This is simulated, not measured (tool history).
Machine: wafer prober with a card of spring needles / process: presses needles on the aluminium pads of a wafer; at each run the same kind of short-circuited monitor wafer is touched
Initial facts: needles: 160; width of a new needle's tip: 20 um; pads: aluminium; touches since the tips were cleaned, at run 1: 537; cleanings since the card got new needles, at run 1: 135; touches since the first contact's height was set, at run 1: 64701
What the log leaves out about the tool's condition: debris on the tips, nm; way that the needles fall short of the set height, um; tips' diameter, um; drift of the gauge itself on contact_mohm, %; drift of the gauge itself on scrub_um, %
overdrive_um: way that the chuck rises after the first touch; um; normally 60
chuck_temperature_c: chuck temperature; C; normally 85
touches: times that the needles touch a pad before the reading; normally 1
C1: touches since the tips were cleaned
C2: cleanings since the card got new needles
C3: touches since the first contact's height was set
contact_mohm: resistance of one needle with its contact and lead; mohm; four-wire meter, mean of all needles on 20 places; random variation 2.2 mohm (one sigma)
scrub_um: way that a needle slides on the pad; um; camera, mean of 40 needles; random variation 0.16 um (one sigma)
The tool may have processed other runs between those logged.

Run 1, day 0.000: usual settings; C1 537; C2 135; C3 64701. Result: contact_mohm 321 mohm, scrub_um 14.61 um.
At day 0.158: tips cleaned on abrasive film.
At day 0.329: tips cleaned on abrasive film.
At day 0.504: tips cleaned on abrasive film.
Run 2, day 0.504: usual settings; C1 0; C2 138; C3 70709. Result: contact_mohm 271 mohm, scrub_um 14.79 um.
At day 0.696: tips cleaned on abrasive film.
Run 3, day 0.779: usual settings but touches 3; C1 1015; C2 139; C3 74050. Result: contact_mohm 287 mohm, scrub_um 14.53 um.
At day 0.904: tips cleaned on abrasive film.
At day 1.112: tips cleaned on abrasive film.
At day 1.300: tips cleaned on abrasive film.
Run 4, day 1.417: usual settings but overdrive_um 46 um; C1 1408; C2 142; C3 81691. Result: contact_mohm 473 mohm, scrub_um 11.01 um.
At day 1.504: tips cleaned on abrasive film.
At day 1.712: tips cleaned on abrasive film.
At day 1.883: tips cleaned on abrasive film.
Run 5, day 1.946: usual settings but overdrive_um 46 um; C1 784; C2 145; C3 88020. Result: contact_mohm 427 mohm, scrub_um 10.96 um.
At day 2.071: tips cleaned on abrasive film.
At day 2.242: tips cleaned on abrasive film.
At day 2.408: tips cleaned on abrasive film.
At day 2.600: tips cleaned on abrasive film.
Run 6, day 2.608: usual settings but overdrive_um 46 um; C1 123; C2 149; C3 95925. Result: contact_mohm 309 mohm, scrub_um 10.84 um.
At day 2.804: tips cleaned on abrasive film.
Run 7, day 2.946: usual settings but chuck_temperature_c 68 C; C1 1735; C2 150; C3 100000. Result: contact_mohm 400 mohm, scrub_um 14.58 um.
At day 2.979: tips cleaned on abrasive film.
At day 3.158: tips cleaned on abrasive film.
Run 8, day 3.254: usual settings but chuck_temperature_c 68 C; C1 1165; C2 152; C3 103675. Result: contact_mohm 358 mohm, scrub_um 14.21 um.
At day 3.329: tips cleaned on abrasive film.
At day 3.538: tips cleaned on abrasive film.
At day 3.717: tips cleaned on abrasive film.
Run 9, day 3.717: usual settings; C1 0; C2 155; C3 109207. Result: contact_mohm 283 mohm, scrub_um 14.48 um.
At day 3.917: tips cleaned on abrasive film.
At day 4.104: tips cleaned on abrasive film.
Run 10, day 4.125: usual settings; C1 208; C2 157; C3 114064. Result: contact_mohm 291 mohm, scrub_um 14.49 um.
At day 4.283: tips cleaned on abrasive film.
At day 4.467: tips cleaned on abrasive film.
Run 11, day 4.554: usual settings; C1 1045; C2 159; C3 119239. Result: contact_mohm 350 mohm, scrub_um 14.36 um.
At day 4.679: tips cleaned on abrasive film.
At day 4.862: tips cleaned on abrasive film.
Run 12, day 4.879: usual settings; C1 229; C2 161; C3 123132. Result: contact_mohm 295 mohm, scrub_um 14.31 um.
At day 5.033: tips cleaned on abrasive film.
At day 5.204: tips cleaned on abrasive film.
At day 5.408: tips cleaned on abrasive film.
Run 13, day 5.542: usual settings; C1 1647; C2 164; C3 131092. Result: contact_mohm 402 mohm, scrub_um 14.29 um.
At day 5.579: tips cleaned on abrasive film.
At day 5.775: tips cleaned on abrasive film.
At day 5.975: tips cleaned on abrasive film.
Run 14, day 6.117: usual settings; C1 1703; C2 167; C3 137958. Result: contact_mohm 411 mohm, scrub_um 14.22 um.

The next listed run, before its measurement:
At day 6.150: tips cleaned on abrasive film.
At day 6.338: tips cleaned on abrasive film.
At day 6.538: tips cleaned on abrasive film.
Run 15, day 6.600: usual settings but overdrive_um 68 um, chuck_temperature_c 44 C, touches 2; C1 769; C2 170; C3 143746. Result: contact_mohm ?, scrub_um ?.

contact_mohm: 285 mohm
scrub_um: 16.09 um
If the tool had no hidden condition, the same run with the same run-to-run variation would have returned contact_mohm 233 mohm, scrub_um 17.44 um.
